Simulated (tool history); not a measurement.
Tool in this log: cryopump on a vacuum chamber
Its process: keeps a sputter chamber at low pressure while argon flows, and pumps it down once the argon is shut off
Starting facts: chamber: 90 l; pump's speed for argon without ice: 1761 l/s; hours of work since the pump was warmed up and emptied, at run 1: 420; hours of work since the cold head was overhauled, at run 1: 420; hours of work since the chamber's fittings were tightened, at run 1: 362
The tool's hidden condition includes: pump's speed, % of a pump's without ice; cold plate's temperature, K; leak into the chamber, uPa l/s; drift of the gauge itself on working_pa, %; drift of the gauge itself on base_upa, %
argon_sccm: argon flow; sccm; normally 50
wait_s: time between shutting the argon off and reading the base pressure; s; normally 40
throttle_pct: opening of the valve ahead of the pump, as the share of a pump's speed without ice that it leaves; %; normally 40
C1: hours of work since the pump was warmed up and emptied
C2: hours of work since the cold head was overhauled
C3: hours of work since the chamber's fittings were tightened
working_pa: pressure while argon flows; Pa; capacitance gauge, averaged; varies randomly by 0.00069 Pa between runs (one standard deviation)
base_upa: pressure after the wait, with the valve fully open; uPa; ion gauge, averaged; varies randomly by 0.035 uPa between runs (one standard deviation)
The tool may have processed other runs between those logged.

{"run": 1, "hour": 0.0, "argon_sccm": 50, "wait_s": 40, "throttle_pct": 40, "C1": 420, "C2": 420, "C3": 362, "working_pa": 0.1259, "base_upa": 2.24}
{"run": 2, "hour": 28.7, "argon_sccm": 50, "wait_s": 40, "throttle_pct": 40, "C1": 437, "C2": 437, "C3": 379, "working_pa": 0.1271, "base_upa": 2.2}
{"run": 3, "hour": 56.9, "argon_sccm": 50, "wait_s": 40, "throttle_pct": 40, "C1": 454, "C2": 454, "C3": 396, "working_pa": 0.1267, "base_upa": 2.24}
{"run": 4, "hour": 85.8, "argon_sccm": 50, "wait_s": 40, "throttle_pct": 40, "C1": 472, "C2": 472, "C3": 413, "working_pa": 0.1269, "base_upa": 2.35}
{"run": 5, "hour": 114.4, "argon_sccm": 50, "wait_s": 40, "throttle_pct": 40, "C1": 489, "C2": 489, "C3": 431, "working_pa": 0.1274, "base_upa": 2.3}
{"run": 6, "hour": 137.9, "argon_sccm": 50, "wait_s": 40, "throttle_pct": 40, "C1": 503, "C2": 503, "C3": 445, "working_pa": 0.1258, "base_upa": 2.32}
{"run": 7, "hour": 159.1, "argon_sccm": 50, "wait_s": 80, "throttle_pct": 40, "C1": 516, "C2": 516, "C3": 458, "working_pa": 0.1271, "base_upa": 1.41}
{"run": 8, "hour": 175.1, "argon_sccm": 50, "wait_s": 80, "throttle_pct": 40, "C1": 526, "C2": 526, "C3": 467, "working_pa": 0.1281, "base_upa": 1.46}
{"run": 9, "hour": 197.4, "argon_sccm": 50, "wait_s": 40, "throttle_pct": 40, "C1": 539, "C2": 539, "C3": 481, "working_pa": 0.1278, "base_upa": 2.36}
{"run": 10, "hour": 210.2, "argon_sccm": 50, "wait_s": 40, "throttle_pct": 40, "C1": 547, "C2": 547, "C3": 488, "working_pa": 0.1272, "base_upa": 2.32}
{"run": 11, "hour": 226.1, "argon_sccm": 50, "wait_s": 37, "throttle_pct": 40, "C1": 556, "C2": 556, "C3": 498, "working_pa": 0.1289, "base_upa": 2.55}
{"run": 12, "hour": 249.5, "argon_sccm": 50, "wait_s": 40, "throttle_pct": 50, "C1": 570, "C2": 570, "C3": 512, "working_pa": 0.1055, "base_upa": 2.38}
{"run": 13, "hour": 272.7, "argon_sccm": 50, "wait_s": 40, "throttle_pct": 50, "C1": 584, "C2": 584, "C3": 526, "working_pa": 0.1041, "base_upa": 2.43}
{"run": 14, "hour": 291.0, "argon_sccm": 50, "wait_s": 40, "throttle_pct": 50, "C1": 595, "C2": 595, "C3": 537, "working_pa": 0.1043, "base_upa": 2.37}
{"run": 15, "hour": 314.6, "argon_sccm": 50, "wait_s": 40, "throttle_pct": 40, "C1": 610, "C2": 610, "C3": 551, "working_pa": 0.1287, "base_upa": 2.47}
{"run": 16, "hour": 334.3, "argon_sccm": 50, "wait_s": 56, "throttle_pct": 40, "C1": 622, "C2": 622, "C3": 563, "working_pa": 0.1299, "base_upa": 1.94}
{"run": 17, "hour": 358.7, "argon_sccm": 80, "wait_s": 40, "throttle_pct": 17, "C1": 636, "C2": 636, "C3": 578, "working_pa": 0.4665, "base_upa": 2.44}
{"run": 18, "hour": 371.0, "argon_sccm": 50, "wait_s": 40, "throttle_pct": 21, "C1": 644, "C2": 644, "C3": 585, "working_pa": 0.2383, "base_upa": 2.56}
{"run": 19, "hour": 388.1, "argon_sccm": 50, "wait_s": 40, "throttle_pct": 21, "C1": 654, "C2": 654, "C3": 596, "working_pa": 0.2383, "base_upa": 2.48}
{"run": 20, "hour": 403.2, "argon_sccm": 51, "wait_s": 40, "throttle_pct": 40, "C1": 663, "C2": 663, "C3": 605, "working_pa": 0.1331, "base_upa": 2.51}
{"run": 21, "hour": 420.1, "argon_sccm": 93, "wait_s": 229, "throttle_pct": 22, "C1": 673, "C2": 673, "C3": 615, "working_pa": 0.4278, "base_upa": 1.04}

What does the tool deliver on the next run?
{"run": 22, "hour": 446.6, "argon_sccm": 54, "wait_s": 229, "throttle_pct": 33, "C1": 689, "C2": 689, "C3": 631, "working_pa": "?", "base_upa": "?"}

working_pa: 0.1682 Pa
base_upa: 1.05 uPa
Were there no unlogged condition in the tool, this run, its random variation unchanged, would have produced working_pa 0.1566 Pa, base_upa 0.48 uPa.
